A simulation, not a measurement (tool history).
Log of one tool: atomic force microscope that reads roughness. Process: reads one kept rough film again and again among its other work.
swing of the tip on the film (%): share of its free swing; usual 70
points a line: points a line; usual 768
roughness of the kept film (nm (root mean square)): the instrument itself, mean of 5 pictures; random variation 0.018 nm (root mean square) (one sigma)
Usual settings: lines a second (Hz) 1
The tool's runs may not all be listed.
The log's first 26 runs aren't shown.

| run | hour | lines a second (Hz) | swing of the tip on the film (%) | points a line | roughness of the kept film (nm (root mean square)) |
|---|---|---|---|---|---|
| 27 | 1114.3 | 1.57 | 83 | 361 | 3.45 |
|  | 1151.4 | new tip fitted |
| 28 | 1156 | 1.57 | 69 | 361 | 4.123 |
| 29 | 1188.9 | 1.57 | 56 | 950 | 4.279 |
| 30 | 1231.7 | 3.57 | 58 | 950 | 3.921 |
| 31 | 1293.2 | 0.61 | 58 | 607 | 4.2 |
| 32 | 1344.1 | 1.36 | 70 | 602 | 3.81 |
|  | 1371.5 | new tip fitted |
| 33 | 1400.6 | 1.36 | 70 | 602 | 4.125 |
| 34 | 1449.9 | 1 | 86 | 846 | 3.803 |
| 35 | 1495.8 | 0.54 | 89 | 846 | 3.954 |

Forecast run 36:
| 36 | 1555.4 | 0.53 | 89 | 721 | ? |

Run 36 gave roughness of the kept film (nm (root mean square)) 3.862.
Without the tool's hidden state the same run would have given roughness of the kept film (nm (root mean square)) 4.184.

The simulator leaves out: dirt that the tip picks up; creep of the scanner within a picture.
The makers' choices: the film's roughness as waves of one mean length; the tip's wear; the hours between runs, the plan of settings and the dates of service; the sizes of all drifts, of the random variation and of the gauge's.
